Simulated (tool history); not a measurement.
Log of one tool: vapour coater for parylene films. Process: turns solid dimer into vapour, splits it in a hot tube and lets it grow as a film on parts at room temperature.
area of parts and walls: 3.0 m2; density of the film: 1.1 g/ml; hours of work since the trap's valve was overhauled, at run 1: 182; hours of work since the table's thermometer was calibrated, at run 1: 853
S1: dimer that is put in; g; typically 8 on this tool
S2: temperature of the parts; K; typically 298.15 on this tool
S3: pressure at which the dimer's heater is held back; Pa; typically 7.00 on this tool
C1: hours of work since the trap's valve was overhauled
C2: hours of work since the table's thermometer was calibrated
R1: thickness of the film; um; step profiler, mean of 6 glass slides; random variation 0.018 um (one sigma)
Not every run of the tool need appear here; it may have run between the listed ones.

run 1 hour=0.0 | S1=8 S2=298.15 S3=7.00 | C1=182 C2=853 | R1=1.08
run 2 hour=32.3 | S1=8 S2=298.15 S3=7.00 | C1=195 C2=866 | R1=1.04
run 3 hour=80.9 | S1=8 S2=298.15 S3=7.00 | C1=215 C2=886 | R1=1.06
run 4 hour=136.4 | S1=8 S2=298.15 S3=7.00 | C1=238 C2=909 | R1=1.04
run 5 hour=170.4 | S1=8 S2=298.15 S3=7.00 | C1=252 C2=923 | R1=1.05
run 6 hour=203.6 | S1=14 S2=298.15 S3=7.00 | C1=266 C2=937 | R1=1.84
run 7 hour=237.9 | S1=8 S2=298.15 S3=6.71 | C1=280 C2=951 | R1=1.06
run 8 hour=265.6 | S1=8 S2=298.15 S3=2.07 | C1=292 C2=962 | R1=1.35
run 9 hour=298.9 | S1=8 S2=298.15 S3=2.07 | C1=305 C2=976 | R1=1.34
run 10 hour=351.7 | S1=8 S2=298.15 S3=2.07 | C1=327 C2=998 | R1=1.31
run 11 hour=376.4 | S1=8 S2=298.15 S3=2.07 | C1=337 C2=1008 | R1=1.34
run 12 hour=427.7 | S1=8 S2=298.15 S3=2.07 | C1=358 C2=1029 | R1=1.35
run 13 hour=462.4 | S1=8 S2=298.15 S3=2.07 | C1=373 C2=1043 | R1=1.31
run 14 hour=510.8 | S1=8 S2=298.15 S3=2.07 | C1=393 C2=1063 | R1=1.33
run 15 hour=553.5 | S1=8 S2=298.15 S3=2.07 | C1=410 C2=1081 | R1=1.31
-- hour=561.1 trap's valve overhauled
run 16 hour=597.5 | S1=8 S2=298.15 S3=2.07 | C1=15 C2=1097 | R1=1.27
run 17 hour=632.0 | S1=6 S2=291.15 S3=7.75 | C1=29 C2=1111 | R1=0.96
run 18 hour=680.7 | S1=9 S2=298.15 S3=7.00 | C1=49 C2=1131 | R1=1.11
run 19 hour=728.1 | S1=9 S2=292.15 S3=2.48 | C1=69 C2=1151 | R1=1.71
-- hour=770.0 trap's valve overhauled, once more
run 20 hour=770.0 | S1=9 S2=292.15 S3=2.48 | C1=0 C2=1167 | R1=1.97
run 21 hour=795.0 | S1=9 S2=292.15 S3=2.48 | C1=10 C2=1177 | R1=1.94
run 22 hour=850.1 | S1=9 S2=292.15 S3=2.48 | C1=33 C2=1200 | R1=1.93
run 23 hour=889.0 | S1=9 S2=292.15 S3=2.48 | C1=49 C2=1216 | R1=1.92
run 24 hour=919.2 | S1=9 S2=292.15 S3=2.48 | C1=61 C2=1228 | R1=1.93
run 25 hour=969.6 | S1=9 S2=292.15 S3=2.48 | C1=82 C2=1249 | R1=1.88
run 26 hour=1016.7 | S1=9 S2=292.15 S3=2.48 | C1=102 C2=1268 | R1=1.95
run 27 hour=1069.1 | S1=10 S2=298.15 S3=7.00 | C1=123 C2=1290 | R1=1.34

How would selected steps in R1 from run to run divide? Give the signed amount a tool lacking its hidden state would still show from settings, what came in and random variation, and the signed amount left for the hidden state, including any gauge scatter that is not in both of the compared results.
What the log doesn't record here: vapour lost through the trap's worn valve, %; true temperature of the parts over the reading, C; drift of the gauge itself on film_um, %.
Run 5 -> 6: S1 8 -> 14. R1 +0.79 um: hidden state -0.06, all else +0.85.
Run 6 -> 7: S1 14 -> 8, S3 7.00 -> 6.71. R1 -0.78 um: hidden state +0.05, all else -0.83.
Run 18 -> 19: S2 298.15 -> 292.15, S3 7.00 -> 2.48. R1 +0.60 um: hidden state -0.09, all else +0.69.
Run 19 -> 20: trap's valve overhauled, once more. R1 +0.26 um: hidden state +0.21, all else +0.05.
